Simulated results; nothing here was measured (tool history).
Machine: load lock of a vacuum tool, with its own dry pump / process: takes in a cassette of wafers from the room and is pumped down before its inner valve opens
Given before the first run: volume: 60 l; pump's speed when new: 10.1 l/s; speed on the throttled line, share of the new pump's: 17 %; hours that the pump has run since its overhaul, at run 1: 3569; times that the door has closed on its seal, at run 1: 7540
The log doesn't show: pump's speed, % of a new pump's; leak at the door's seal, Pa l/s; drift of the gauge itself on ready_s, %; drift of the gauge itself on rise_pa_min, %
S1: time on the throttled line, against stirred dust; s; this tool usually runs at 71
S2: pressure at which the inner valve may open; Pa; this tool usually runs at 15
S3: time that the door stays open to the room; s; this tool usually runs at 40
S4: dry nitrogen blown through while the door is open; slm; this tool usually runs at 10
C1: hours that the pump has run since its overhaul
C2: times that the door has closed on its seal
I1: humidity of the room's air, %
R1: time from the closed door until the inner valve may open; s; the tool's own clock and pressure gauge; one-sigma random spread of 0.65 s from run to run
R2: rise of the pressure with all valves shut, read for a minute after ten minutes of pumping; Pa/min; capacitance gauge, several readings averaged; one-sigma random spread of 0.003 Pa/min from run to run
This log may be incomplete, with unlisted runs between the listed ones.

{"run": 1, "day": 0.0, "S1": 71, "S2": 15, "S3": 40, "S4": 10, "C1": 3569, "C2": 7540, "I1": 46.3, "R1": 112.7, "R2": 0.063}
{"run": 2, "day": 7.879, "S1": 71, "S2": 15, "S3": 40, "S4": 10, "C1": 3758, "C2": 8382, "I1": 48.3, "R1": 113.3, "R2": 0.072}
{"run": 3, "day": 14.25, "S1": 71, "S2": 15, "S3": 40, "S4": 10, "C1": 3911, "C2": 9062, "I1": 45.0, "R1": 113.4, "R2": 0.082}
{"run": 4, "day": 19.612, "S1": 71, "S2": 15, "S3": 40, "S4": 10, "C1": 4040, "C2": 9635, "I1": 43.4, "R1": 112.5, "R2": 0.075}
{"run": 5, "day": 24.433, "S1": 71, "S2": 28, "S3": 40, "S4": 10, "C1": 4155, "C2": 10149, "I1": 45.1, "R1": 109.9, "R2": 0.084}
{"run": 6, "day": 30.862, "S1": 71, "S2": 28, "S3": 40, "S4": 10, "C1": 4310, "C2": 10836, "I1": 43.7, "R1": 109.4, "R2": 0.091}
{"run": 7, "day": 34.592, "S1": 71, "S2": 28, "S3": 40, "S4": 18, "C1": 4399, "C2": 11234, "I1": 44.3, "R1": 109.7, "R2": 0.098}
{"run": 8, "day": 38.521, "S1": 71, "S2": 28, "S3": 58, "S4": 18, "C1": 4494, "C2": 11654, "I1": 45.5, "R1": 110.3, "R2": 0.1}
{"run": 9, "day": 45.346, "S1": 71, "S2": 28, "S3": 58, "S4": 18, "C1": 4657, "C2": 12382, "I1": 39.7, "R1": 110.1, "R2": 0.109}
{"run": 10, "day": 51.971, "S1": 71, "S2": 15, "S3": 51, "S4": 10, "C1": 4816, "C2": 13090, "I1": 46.0, "R1": 113.5, "R2": 0.122}
{"run": 11, "day": 59.421, "S1": 71, "S2": 15, "S3": 51, "S4": 10, "C1": 4995, "C2": 13885, "I1": 42.5, "R1": 113.5, "R2": 0.133}
{"run": 12, "day": 64.675, "S1": 71, "S2": 15, "S3": 40, "S4": 10, "C1": 5121, "C2": 14446, "I1": 42.4, "R1": 115.5, "R2": 0.135}
{"run": 13, "day": 71.529, "S1": 55, "S2": 15, "S3": 40, "S4": 10, "C1": 5286, "C2": 15178, "I1": 44.9, "R1": 101.4, "R2": 0.148}
{"run": 14, "day": 74.796, "S1": 71, "S2": 15, "S3": 40, "S4": 10, "C1": 5364, "C2": 15527, "I1": 42.1, "R1": 113.4, "R2": 0.152}
{"run": 15, "day": 78.038, "S1": 71, "S2": 15, "S3": 40, "S4": 10, "C1": 5442, "C2": 15873, "I1": 43.2, "R1": 114.5, "R2": 0.159}
{"run": 16, "day": 81.9, "S1": 71, "S2": 15, "S3": 40, "S4": 10, "C1": 5535, "C2": 16286, "I1": 44.3, "R1": 114.4, "R2": 0.163}
{"run": 17, "day": 87.396, "S1": 71, "S2": 15, "S3": 40, "S4": 10, "C1": 5667, "C2": 16873, "I1": 45.7, "R1": 112.9, "R2": 0.17}
{"run": 18, "day": 92.679, "S1": 71, "S2": 15, "S3": 40, "S4": 10, "C1": 5793, "C2": 17437, "I1": 41.4, "R1": 113.7, "R2": 0.179}
{"run": 19, "day": 98.196, "S1": 99, "S2": 15, "S3": 40, "S4": 10, "C1": 5926, "C2": 18026, "I1": 45.6, "R1": 136.0, "R2": 0.19}
{"run": 20, "day": 103.875, "S1": 99, "S2": 15, "S3": 40, "S4": 10, "C1": 6062, "C2": 18632, "I1": 42.3, "R1": 137.4, "R2": 0.194}
{"run": 21, "day": 110.742, "S1": 99, "S2": 15, "S3": 67, "S4": 8, "C1": 6227, "C2": 19365, "I1": 42.7, "R1": 138.6, "R2": 0.214}
{"run": 22, "day": 115.333, "S1": 64, "S2": 29, "S3": 35, "S4": 5, "C1": 6337, "C2": 19856, "I1": 41.7, "R1": 104.1, "R2": 0.221}
{"run": 23, "day": 122.217, "S1": 64, "S2": 12, "S3": 56, "S4": 10, "C1": 6502, "C2": 20591, "I1": 45.8, "R1": 110.1, "R2": 0.233}
{"run": 24, "day": 129.467, "S1": 71, "S2": 26, "S3": 40, "S4": 4, "C1": 6676, "C2": 21365, "I1": 45.4, "R1": 111.3, "R2": 0.251}
{"run": 25, "day": 134.992, "S1": 87, "S2": 15, "S3": 40, "S4": 10, "C1": 6809, "C2": 21955, "I1": 42.4, "R1": 127.4, "R2": 0.248}
{"run": 26, "day": 139.033, "S1": 87, "S2": 15, "S3": 40, "S4": 10, "C1": 6906, "C2": 22387, "I1": 47.6, "R1": 127.6, "R2": 0.26}
{"run": 27, "day": 146.204, "S1": 118, "S2": 16, "S3": 25, "S4": 44, "C1": 7078, "C2": 23152, "I1": 44.3, "R1": 153.5, "R2": 0.264}
{"run": 28, "day": 152.858, "S1": 118, "S2": 16, "S3": 25, "S4": 44, "C1": 7238, "C2": 23863, "I1": 42.4, "R1": 152.9, "R2": 0.283}
{"run": 29, "day": 156.954, "S1": 55, "S2": 15, "S3": 40, "S4": 33, "C1": 7336, "C2": 24300, "I1": 45.6, "R1": 102.4, "R2": 0.298}
{"run": 30, "day": 161.883, "S1": 71, "S2": 14, "S3": 39, "S4": 27, "C1": 7454, "C2": 24827, "I1": 45.1, "R1": 114.7, "R2": 0.302}
{"run": 31, "day": 167.279, "S1": 71, "S2": 14, "S3": 39, "S4": 27, "C1": 7584, "C2": 25403, "I1": 47.3, "R1": 114.8, "R2": 0.317}
{"run": 32, "day": 171.271, "S1": 77, "S2": 15, "S3": 123, "S4": 14, "C1": 7680, "C2": 25829, "I1": 42.6, "R1": 118.8, "R2": 0.345}
{"run": 33, "day": 174.542, "S1": 77, "S2": 15, "S3": 123, "S4": 14, "C1": 7758, "C2": 26178, "I1": 46.3, "R1": 119.8, "R2": 0.347}
{"run": 34, "day": 181.1, "S1": 77, "S2": 15, "S3": 113, "S4": 14, "C1": 7915, "C2": 26878, "I1": 44.9, "R1": 119.0, "R2": 0.358}
{"run": 35, "day": 184.838, "S1": 71, "S2": 15, "S3": 146, "S4": 10, "C1": 8005, "C2": 27278, "I1": 44.9, "R1": 114.5, "R2": 0.378}
{"run": 36, "day": 189.896, "S1": 106, "S2": 15, "S3": 192, "S4": 10, "C1": 8127, "C2": 27818, "I1": 46.0, "R1": 143.4, "R2": 0.404}

Pick out some run-to-run changes in R1. Of each, how much would a tool without hidden state show as well, from the settings, what came in and chance, and how much is left for the hidden state and any gauge scatter not in both results compared?
Run 21 -> 22: S1 99 -> 64, S2 15 -> 29, S3 67 -> 35, S4 8 -> 5. R1 -34.5 s: hidden state +0.2, all else -34.7.
Run 22 -> 23: S2 29 -> 12, S3 35 -> 56, S4 5 -> 10. R1 +6.0 s: hidden state +0.4, all else +5.6.
Run 28 -> 29: S1 118 -> 55, S2 16 -> 15, S3 25 -> 40, S4 44 -> 33. R1 -50.5 s: hidden state +0.7, all else -51.2.
Run 35 -> 36: S1 71 -> 106, S3 146 -> 192. R1 +28.9 s: hidden state -0.4, all else +29.3.
